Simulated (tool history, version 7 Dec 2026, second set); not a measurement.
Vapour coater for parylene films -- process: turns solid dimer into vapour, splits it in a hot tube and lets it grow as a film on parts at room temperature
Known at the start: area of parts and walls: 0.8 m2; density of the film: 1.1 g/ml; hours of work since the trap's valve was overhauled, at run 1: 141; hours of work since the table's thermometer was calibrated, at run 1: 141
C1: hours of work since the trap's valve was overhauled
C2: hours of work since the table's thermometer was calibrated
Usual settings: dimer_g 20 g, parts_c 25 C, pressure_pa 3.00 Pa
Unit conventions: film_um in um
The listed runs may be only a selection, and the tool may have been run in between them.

Run 1, day 0.000: usual settings; C1 141; C2 141. Result: film_um 16.82 um.
Run 2, day 0.433: usual settings but dimer_g 11 g; C1 150; C2 150. Result: film_um 9.13 um.
Run 3, day 0.871: usual settings but dimer_g 12 g; C1 159; C2 159. Result: film_um 9.96 um.
Run 4, day 1.488: usual settings but dimer_g 12 g; C1 172; C2 172. Result: film_um 9.91 um.
Run 5, day 2.200: usual settings but dimer_g 12 g; C1 186; C2 186. Result: film_um 9.80 um.
Run 6, day 3.108: usual settings but dimer_g 12 g; C1 205; C2 205. Result: film_um 9.72 um.
Run 7, day 3.804: usual settings but dimer_g 12 g; C1 219; C2 219. Result: film_um 9.79 um.
Run 8, day 4.804: usual settings; C1 240; C2 240. Result: film_um 16.21 um.
Run 9, day 5.296: usual settings; C1 250; C2 250. Result: film_um 15.84 um.
Run 10, day 5.812: usual settings but pressure_pa 7.15 Pa; C1 260; C2 260. Result: film_um 15.28 um.
Run 11, day 6.279: usual settings but pressure_pa 7.15 Pa; C1 270; C2 270. Result: film_um 15.18 um.
Run 12, day 7.075: usual settings but pressure_pa 7.15 Pa; C1 286; C2 286. Result: film_um 15.17 um.
At day 8.038: trap's valve overhauled.
Run 13, day 8.188: usual settings but pressure_pa 7.15 Pa; C1 3; C2 305. Result: film_um 14.04 um.
Run 14, day 8.829: usual settings; C1 16; C2 318. Result: film_um 14.47 um.
Run 15, day 9.279: usual settings but dimer_g 30 g; C1 25; C2 328. Result: film_um 21.96 um.
Run 16, day 9.846: usual settings but dimer_g 30 g; C1 37; C2 339. Result: film_um 22.16 um.
Run 17, day 10.633: usual settings but dimer_g 30 g; C1 53; C2 355. Result: film_um 21.72 um.
At day 11.362: trap's valve overhauled, once more.
Run 18, day 11.362: usual settings but dimer_g 30 g; C1 0; C2 367. Result: film_um 26.01 um.
Run 19, day 11.908: usual settings; C1 11; C2 378. Result: film_um 17.11 um.
Run 20, day 12.829: usual settings but dimer_g 26 g, parts_c 24 C, pressure_pa 2.40 Pa; C1 30; C2 397. Result: film_um 23.40 um.
Run 21, day 13.650: usual settings but dimer_g 26 g, parts_c 24 C, pressure_pa 2.40 Pa; C1 47; C2 414. Result: film_um 23.04 um.
Run 22, day 14.246: usual settings but dimer_g 8 g, parts_c 28 C, pressure_pa 2.40 Pa; C1 59; C2 426. Result: film_um 6.46 um.
Run 23, day 15.038: usual settings but parts_c 24 C; C1 75; C2 442. Result: film_um 17.49 um.
Run 24, day 15.521: usual settings but pressure_pa 8.73 Pa; C1 85; C2 452. Result: film_um 15.87 um.
Run 25, day 16.438: usual settings but pressure_pa 8.73 Pa; C1 104; C2 471. Result: film_um 15.70 um.
Run 26, day 17.304: usual settings but pressure_pa 8.73 Pa; C1 121; C2 488. Result: film_um 15.80 um.
Run 27, day 17.938: usual settings but pressure_pa 8.73 Pa; C1 134; C2 501. Result: film_um 15.70 um.
Run 28, day 18.762: usual settings but dimer_g 19 g, parts_c 26 C, pressure_pa 2.82 Pa; C1 151; C2 518. Result: film_um 15.35 um.
Run 29, day 19.567: usual settings but dimer_g 29 g, parts_c 19 C, pressure_pa 2.26 Pa; C1 168; C2 535. Result: film_um 27.99 um.
Run 30, day 20.392: usual settings but dimer_g 22 g, parts_c 19 C, pressure_pa 4.50 Pa; C1 185; C2 551. Result: film_um 20.06 um.
Run 31, day 21.129: usual settings but dimer_g 28 g, parts_c 21 C; C1 200; C2 566. Result: film_um 25.01 um.
Run 32, day 21.604: usual settings but parts_c 23 C, pressure_pa 11.38 Pa; C1 209; C2 576. Result: film_um 15.96 um.
Run 33, day 22.400: usual settings but dimer_g 9 g; C1 226; C2 592. Result: film_um 7.36 um.
Run 34, day 23.283: usual settings but parts_c 19 C, pressure_pa 10.23 Pa; C1 244; C2 610. Result: film_um 17.31 um.
Run 35, day 23.692: usual settings but parts_c 19 C, pressure_pa 10.23 Pa; C1 252; C2 619. Result: film_um 17.28 um.
Run 36, day 24.683: usual settings but dimer_g 34 g, parts_c 21 C, pressure_pa 8.94 Pa; C1 272; C2 639. Result: film_um 27.89 um.
Run 37, day 25.212: usual settings but dimer_g 34 g, parts_c 21 C, pressure_pa 8.94 Pa; C1 283; C2 650. Result: film_um 27.55 um.

4 ways to go on from here, each from the tool as it stands after run 37. What would each give?
Run A, day 25.725: usual settings but dimer_g 34 g, parts_c 18 C, pressure_pa 7.56 Pa; C1 294; C2 660. Result: film_um ?.
Run B, day 25.725: usual settings but parts_c 30 C, pressure_pa 10.44 Pa; C1 294; C2 660. Result: film_um ?.
Run C, day 25.725: usual settings but dimer_g 8 g; C1 294; C2 660. Result: film_um ?.
Run D, day 25.725: usual settings but dimer_g 18 g, parts_c 17 C, pressure_pa 6.07 Pa; C1 294; C2 660. Result: film_um ?.

run  film_um
  A    30.11
  B    13.22
  C     6.33
  D    16.29
Without the tool's unlogged condition, the same runs would have read:
run  film_um
  A    33.72
  B    14.80
  C     7.08
  D    18.25
